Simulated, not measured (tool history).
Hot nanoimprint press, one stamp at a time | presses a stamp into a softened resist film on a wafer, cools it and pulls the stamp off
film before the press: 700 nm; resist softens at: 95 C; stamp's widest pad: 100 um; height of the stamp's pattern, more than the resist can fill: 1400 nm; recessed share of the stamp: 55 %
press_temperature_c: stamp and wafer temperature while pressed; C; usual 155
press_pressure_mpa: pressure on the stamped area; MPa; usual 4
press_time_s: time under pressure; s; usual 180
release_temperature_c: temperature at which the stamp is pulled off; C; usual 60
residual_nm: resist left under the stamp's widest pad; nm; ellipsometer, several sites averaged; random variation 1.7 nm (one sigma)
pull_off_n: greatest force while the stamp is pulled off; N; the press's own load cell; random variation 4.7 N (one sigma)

{"run": 1, "hour": 0.0, "press_temperature_c": 155, "press_pressure_mpa": 4, "press_time_s": 180, "release_temperature_c": 60, "residual_nm": 321, "pull_off_n": 236}
{"hour": 35.1, "done": "stamp cleaned and given a new release coat"}
{"run": 2, "hour": 42.3, "press_temperature_c": 155, "press_pressure_mpa": 4, "press_time_s": 180, "release_temperature_c": 60, "residual_nm": 321.2, "pull_off_n": 236}
{"run": 3, "hour": 64.6, "press_temperature_c": 155, "press_pressure_mpa": 4.1, "press_time_s": 180, "release_temperature_c": 60, "residual_nm": 317.5, "pull_off_n": 232}
{"run": 4, "hour": 109.2, "press_temperature_c": 155, "press_pressure_mpa": 4.1, "press_time_s": 180, "release_temperature_c": 60, "residual_nm": 315.7, "pull_off_n": 237}
{"run": 5, "hour": 135.0, "press_temperature_c": 155, "press_pressure_mpa": 4.1, "press_time_s": 180, "release_temperature_c": 60, "residual_nm": 316.3, "pull_off_n": 223}
{"run": 6, "hour": 157.5, "press_temperature_c": 155, "press_pressure_mpa": 4.1, "press_time_s": 180, "release_temperature_c": 60, "residual_nm": 319.2, "pull_off_n": 231}
{"run": 7, "hour": 202.2, "press_temperature_c": 155, "press_pressure_mpa": 4.1, "press_time_s": 180, "release_temperature_c": 60, "residual_nm": 318.6, "pull_off_n": 233}
{"run": 8, "hour": 225.8, "press_temperature_c": 155, "press_pressure_mpa": 4, "press_time_s": 180, "release_temperature_c": 60, "residual_nm": 320.6, "pull_off_n": 233}
{"run": 9, "hour": 245.2, "press_temperature_c": 155, "press_pressure_mpa": 4, "press_time_s": 180, "release_temperature_c": 60, "residual_nm": 319.8, "pull_off_n": 241}
{"run": 10, "hour": 281.3, "press_temperature_c": 155, "press_pressure_mpa": 4, "press_time_s": 180, "release_temperature_c": 60, "residual_nm": 321.2, "pull_off_n": 242}
{"run": 11, "hour": 310.1, "press_temperature_c": 155, "press_pressure_mpa": 4, "press_time_s": 180, "release_temperature_c": 60, "residual_nm": 321.2, "pull_off_n": 234}
{"run": 12, "hour": 329.6, "press_temperature_c": 155, "press_pressure_mpa": 4, "press_time_s": 180, "release_temperature_c": 60, "residual_nm": 319.1, "pull_off_n": 229}
{"hour": 343.2, "done": "plate thermocouple calibrated"}
{"run": 13, "hour": 376.9, "press_temperature_c": 155, "press_pressure_mpa": 4, "press_time_s": 180, "release_temperature_c": 60, "residual_nm": 320.1, "pull_off_n": 228}
{"run": 14, "hour": 407.4, "press_temperature_c": 155, "press_pressure_mpa": 5.17, "press_time_s": 125, "release_temperature_c": 51, "residual_nm": 322.1, "pull_off_n": 291}
{"run": 15, "hour": 439.1, "press_temperature_c": 155, "press_pressure_mpa": 5.17, "press_time_s": 125, "release_temperature_c": 51, "residual_nm": 322.6, "pull_off_n": 303}
{"run": 16, "hour": 479.6, "press_temperature_c": 155, "press_pressure_mpa": 5.03, "press_time_s": 125, "release_temperature_c": 51, "residual_nm": 332.6, "pull_off_n": 297}
{"run": 17, "hour": 515.3, "press_temperature_c": 160, "press_pressure_mpa": 2.73, "press_time_s": 180, "release_temperature_c": 60, "residual_nm": 285.7, "pull_off_n": 233}
{"run": 18, "hour": 541.0, "press_temperature_c": 160, "press_pressure_mpa": 2.73, "press_time_s": 180, "release_temperature_c": 60, "residual_nm": 288, "pull_off_n": 237}
{"run": 19, "hour": 573.0, "press_temperature_c": 160, "press_pressure_mpa": 2.73, "press_time_s": 180, "release_temperature_c": 60, "residual_nm": 287.5, "pull_off_n": 238}
{"run": 20, "hour": 593.4, "press_temperature_c": 160, "press_pressure_mpa": 2.73, "press_time_s": 180, "release_temperature_c": 60, "residual_nm": 287.5, "pull_off_n": 239}
{"run": 21, "hour": 636.7, "press_temperature_c": 148, "press_pressure_mpa": 2.73, "press_time_s": 180, "release_temperature_c": 60, "residual_nm": 536.4, "pull_off_n": 228}
{"run": 22, "hour": 663.8, "press_temperature_c": 148, "press_pressure_mpa": 2.73, "press_time_s": 180, "release_temperature_c": 60, "residual_nm": 534.9, "pull_off_n": 237}
{"run": 23, "hour": 684.1, "press_temperature_c": 155, "press_pressure_mpa": 4, "press_time_s": 141, "release_temperature_c": 60, "residual_nm": 350.6, "pull_off_n": 229}
{"run": 24, "hour": 715.7, "press_temperature_c": 155, "press_pressure_mpa": 4, "press_time_s": 141, "release_temperature_c": 60, "residual_nm": 349.2, "pull_off_n": 227}
{"run": 25, "hour": 741.1, "press_temperature_c": 156, "press_pressure_mpa": 2.48, "press_time_s": 180, "release_temperature_c": 60, "residual_nm": 377.1, "pull_off_n": 236}
{"run": 26, "hour": 780.4, "press_temperature_c": 156, "press_pressure_mpa": 2.48, "press_time_s": 180, "release_temperature_c": 60, "residual_nm": 376.2, "pull_off_n": 242}

Forecast each of these 3 alternatives for the next run:
{"run": "A", "hour": 809.7, "press_temperature_c": 155, "press_pressure_mpa": 4, "press_time_s": 298, "release_temperature_c": 56, "residual_nm": "?", "pull_off_n": "?"}
{"run": "B", "hour": 809.7, "press_temperature_c": 159, "press_pressure_mpa": 4, "press_time_s": 180, "release_temperature_c": 48, "residual_nm": "?", "pull_off_n": "?"}
{"run": "C", "hour": 809.7, "press_temperature_c": 155, "press_pressure_mpa": 3.2, "press_time_s": 355, "release_temperature_c": 50, "residual_nm": "?", "pull_off_n": "?"}

run=A residual_nm=264.3 pull_off_n=251
run=B residual_nm=250.2 pull_off_n=304
run=C residual_nm=278.8 pull_off_n=290
Without the tool's hidden state the same runs would have given:
run=A residual_nm=263.6 pull_off_n=248
run=B residual_nm=249.5 pull_off_n=301
run=C residual_nm=278.2 pull_off_n=287
